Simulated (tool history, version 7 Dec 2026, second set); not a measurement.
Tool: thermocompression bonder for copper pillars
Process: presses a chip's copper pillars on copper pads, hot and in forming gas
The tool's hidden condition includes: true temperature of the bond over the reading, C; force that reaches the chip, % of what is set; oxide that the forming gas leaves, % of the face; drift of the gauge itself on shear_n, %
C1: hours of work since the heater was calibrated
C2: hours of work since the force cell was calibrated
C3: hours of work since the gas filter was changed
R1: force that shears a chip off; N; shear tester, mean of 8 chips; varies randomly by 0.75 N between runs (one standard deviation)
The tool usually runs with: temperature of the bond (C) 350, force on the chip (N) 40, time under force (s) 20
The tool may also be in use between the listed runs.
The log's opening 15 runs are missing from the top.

{"run": 16, "day": 35.333, "temperature of the bond (C)": 350, "force on the chip (N)": 30, "time under force (s)": 35, "C1": 63, "C2": 1424, "C3": 29, "R1": 50.9}
{"run": 17, "day": 38.521, "temperature of the bond (C)": 350, "force on the chip (N)": 55, "time under force (s)": 20, "C1": 106, "C2": 1466, "C3": 72, "R1": 79.6}
{"run": 18, "day": 40.317, "temperature of the bond (C)": 350, "force on the chip (N)": 40, "time under force (s)": 20, "C1": 130, "C2": 1490, "C3": 96, "R1": 57.4}
{"day": 43.217, "done": "forming gas filter changed"}
{"run": 19, "day": 43.217, "temperature of the bond (C)": 356, "force on the chip (N)": 40, "time under force (s)": 20, "C1": 168, "C2": 1529, "C3": 0, "R1": 65.4}
{"run": 20, "day": 46.229, "temperature of the bond (C)": 325, "force on the chip (N)": 40, "time under force (s)": 20, "C1": 208, "C2": 1569, "C3": 40, "R1": 42.2}
{"run": 21, "day": 47.908, "temperature of the bond (C)": 334, "force on the chip (N)": 38, "time under force (s)": 12, "C1": 230, "C2": 1591, "C3": 63, "R1": 35.2}
{"run": 22, "day": 50.442, "temperature of the bond (C)": 334, "force on the chip (N)": 38, "time under force (s)": 12, "C1": 264, "C2": 1625, "C3": 96, "R1": 36.6}
{"run": 23, "day": 52.929, "temperature of the bond (C)": 334, "force on the chip (N)": 38, "time under force (s)": 12, "C1": 297, "C2": 1658, "C3": 130, "R1": 36.7}
{"day": 53.212, "done": "forming gas filter changed"}
{"run": 24, "day": 55.783, "temperature of the bond (C)": 355, "force on the chip (N)": 26, "time under force (s)": 46, "C1": 335, "C2": 1696, "C3": 34, "R1": 53.5}
{"run": 25, "day": 58.117, "temperature of the bond (C)": 350, "force on the chip (N)": 40, "time under force (s)": 12, "C1": 366, "C2": 1727, "C3": 65, "R1": 49.7}
{"day": 59.138, "done": "force cell calibrated"}
{"run": 26, "day": 59.979, "temperature of the bond (C)": 336, "force on the chip (N)": 42, "time under force (s)": 50, "C1": 390, "C2": 11, "C3": 89, "R1": 72.2}
{"run": 27, "day": 63.183, "temperature of the bond (C)": 365, "force on the chip (N)": 40, "time under force (s)": 44, "C1": 433, "C2": 54, "C3": 132, "R1": 87.5}
{"day": 63.467, "done": "forming gas filter changed"}
{"run": 28, "day": 64.575, "temperature of the bond (C)": 365, "force on the chip (N)": 40, "time under force (s)": 44, "C1": 451, "C2": 72, "C3": 15, "R1": 91.0}
{"run": 29, "day": 67.058, "temperature of the bond (C)": 378, "force on the chip (N)": 44, "time under force (s)": 31, "C1": 485, "C2": 105, "C3": 48, "R1": 97.9}
{"run": 30, "day": 69.817, "temperature of the bond (C)": 345, "force on the chip (N)": 24, "time under force (s)": 20, "C1": 521, "C2": 142, "C3": 85, "R1": 29.0}
{"run": 31, "day": 72.838, "temperature of the bond (C)": 345, "force on the chip (N)": 24, "time under force (s)": 20, "C1": 562, "C2": 182, "C3": 125, "R1": 28.0}
{"day": 73.571, "done": "forming gas filter changed"}
{"run": 32, "day": 74.417, "temperature of the bond (C)": 350, "force on the chip (N)": 40, "time under force (s)": 13, "C1": 582, "C2": 203, "C3": 11, "R1": 49.6}
{"run": 33, "day": 76.475, "temperature of the bond (C)": 350, "force on the chip (N)": 30, "time under force (s)": 11, "C1": 610, "C2": 231, "C3": 39, "R1": 32.3}
{"run": 34, "day": 78.388, "temperature of the bond (C)": 350, "force on the chip (N)": 40, "time under force (s)": 51, "C1": 635, "C2": 256, "C3": 64, "R1": 83.8}
{"run": 35, "day": 81.283, "temperature of the bond (C)": 350, "force on the chip (N)": 40, "time under force (s)": 51, "C1": 674, "C2": 295, "C3": 103, "R1": 82.6}
{"run": 36, "day": 82.871, "temperature of the bond (C)": 350, "force on the chip (N)": 40, "time under force (s)": 51, "C1": 695, "C2": 316, "C3": 124, "R1": 80.8}
{"day": 83.546, "done": "forming gas filter changed"}
{"run": 37, "day": 84.85, "temperature of the bond (C)": 330, "force on the chip (N)": 48, "time under force (s)": 27, "C1": 721, "C2": 342, "C3": 17, "R1": 68.4}
{"run": 38, "day": 86.267, "temperature of the bond (C)": 363, "force on the chip (N)": 40, "time under force (s)": 14, "C1": 740, "C2": 361, "C3": 36, "R1": 60.7}
{"day": 88.288, "done": "heater calibrated with a thermocouple chip"}
{"run": 39, "day": 89.079, "temperature of the bond (C)": 350, "force on the chip (N)": 28, "time under force (s)": 41, "C1": 11, "C2": 397, "C3": 73, "R1": 46.2}

Branching from run 39: 3 alternative next runs. What would each branch give?
{"run": "A", "day": 91.188, "temperature of the bond (C)": 331, "force on the chip (N)": 44, "time under force (s)": 48, "C1": 39, "C2": 426, "C3": 101, "R1": "?"}
{"run": "B", "day": 91.188, "temperature of the bond (C)": 347, "force on the chip (N)": 28, "time under force (s)": 16, "C1": 39, "C2": 426, "C3": 101, "R1": "?"}
{"run": "C", "day": 91.188, "temperature of the bond (C)": 369, "force on the chip (N)": 42, "time under force (s)": 46, "C1": 39, "C2": 426, "C3": 101, "R1": "?"}

run=A R1=67.4
run=B R1=30.2
run=C R1=91.4
Stripped of hidden state, with their random variation kept, the same runs would have yielded:
run=A R1=69.6
run=B R1=31.1
run=C R1=94.5
